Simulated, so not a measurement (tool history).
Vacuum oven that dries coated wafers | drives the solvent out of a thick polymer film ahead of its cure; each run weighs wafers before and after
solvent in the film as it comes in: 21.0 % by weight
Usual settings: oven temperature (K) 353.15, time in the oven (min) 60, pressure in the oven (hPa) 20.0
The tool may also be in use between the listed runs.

| run | hour | oven temperature (K) | time in the oven (min) | pressure in the oven (hPa) | solvent left in the film (%) |
|---|---|---|---|---|---|
| 1 | 0.0 | 353.15 | 60 | 20.0 | 1.17 |
| 2 | 27.7 | 353.15 | 60 | 20.0 | 1.16 |
| 3 | 84.7 | 353.15 | 60 | 20.0 | 1.14 |
| 4 | 111.8 | 353.15 | 60 | 20.0 | 1.16 |
| 5 | 142.5 | 340.15 | 60 | 20.0 | 4.54 |
| 6 | 202.4 | 340.15 | 60 | 20.0 | 4.45 |
| 7 | 228.8 | 353.15 | 60 | 71.6 | 2.38 |
| 8 | 287.1 | 359.15 | 60 | 20.0 | 0.58 |
| 9 | 339.1 | 353.15 | 60 | 20.0 | 1.15 |
| 10 | 392.9 | 353.15 | 53 | 20.0 | 1.45 |
| 11 | 425.6 | 353.15 | 60 | 20.0 | 1.16 |
| 12 | 463.9 | 365.15 | 60 | 20.0 | 0.35 |
| 13 | 510.6 | 365.15 | 60 | 20.0 | 0.31 |
| 14 | 557.0 | 365.15 | 60 | 20.0 | 0.30 |
| 15 | 596.3 | 365.15 | 60 | 20.0 | 0.29 |
| 16 | 651.8 | 353.15 | 36 | 20.0 | 2.95 |
| 17 | 699.1 | 353.15 | 55 | 20.0 | 1.40 |
| 18 | 744.1 | 353.15 | 55 | 20.0 | 1.38 |
| 19 | 799.5 | 353.15 | 55 | 20.0 | 1.36 |
| 20 | 855.3 | 353.15 | 55 | 20.0 | 1.41 |
| 21 | 906.7 | 353.15 | 31 | 20.0 | 3.68 |
| 22 | 964.9 | 353.15 | 31 | 20.0 | 3.76 |
| 23 | 1010.5 | 353.15 | 60 | 62.1 | 2.10 |
| 24 | 1039.9 | 353.15 | 60 | 62.1 | 2.19 |
| 25 | 1077.1 | 350.15 | 52 | 62.1 | 3.24 |
| 26 | 1141.5 | 350.15 | 52 | 62.1 | 3.22 |
| 27 | 1199.3 | 367.15 | 80 | 20.0 | 0.31 |
| 28 | 1256.2 | 367.15 | 80 | 20.0 | 0.31 |
| 29 | 1302.2 | 367.15 | 80 | 20.0 | 0.22 |
| 30 | 1330.0 | 367.15 | 80 | 20.0 | 0.27 |
| 31 | 1382.2 | 342.15 | 49 | 31.6 | 5.19 |
| 32 | 1408.9 | 353.15 | 93 | 15.0 | 0.51 |
| 33 | 1442.8 | 340.15 | 99 | 64.7 | 3.98 |
| 34 | 1469.3 | 349.15 | 39 | 10.8 | 3.54 |
| 35 | 1531.5 | 355.15 | 80 | 71.1 | 1.65 |
| 36 | 1588.2 | 353.15 | 32 | 10.2 | 3.32 |
| 37 | 1629.8 | 353.15 | 32 | 10.2 | 3.28 |
| 38 | 1664.4 | 353.15 | 32 | 10.2 | 3.23 |
| 39 | 1708.9 | 364.15 | 60 | 11.1 | 0.17 |
| 40 | 1762.0 | 364.15 | 60 | 16.8 | 0.26 |
| 41 | 1790.3 | 349.15 | 77 | 15.2 | 1.12 |
| 42 | 1853.0 | 353.15 | 75 | 24.2 | 0.89 |
| 43 | 1900.9 | 353.15 | 75 | 24.2 | 0.82 |
| 44 | 1951.0 | 353.15 | 75 | 24.2 | 0.89 |
| 45 | 1999.9 | 353.15 | 47 | 39.4 | 2.29 |
| 46 | 2057.9 | 358.15 | 62 | 53.3 | 1.28 |
| 47 | 2091.9 | 348.15 | 59 | 20.0 | 2.20 |

Taken out of this log: 1 entry between the listed runs. Where each belongs, and how the hidden state differs across it:
Between runs 21 and 22: oven's thermocouples calibrated (hour 956.7)
  true wafer temperature over the reading, C: 0.05 -> 0; true pressure over the reading, kPa: 0.011 -> 0.012
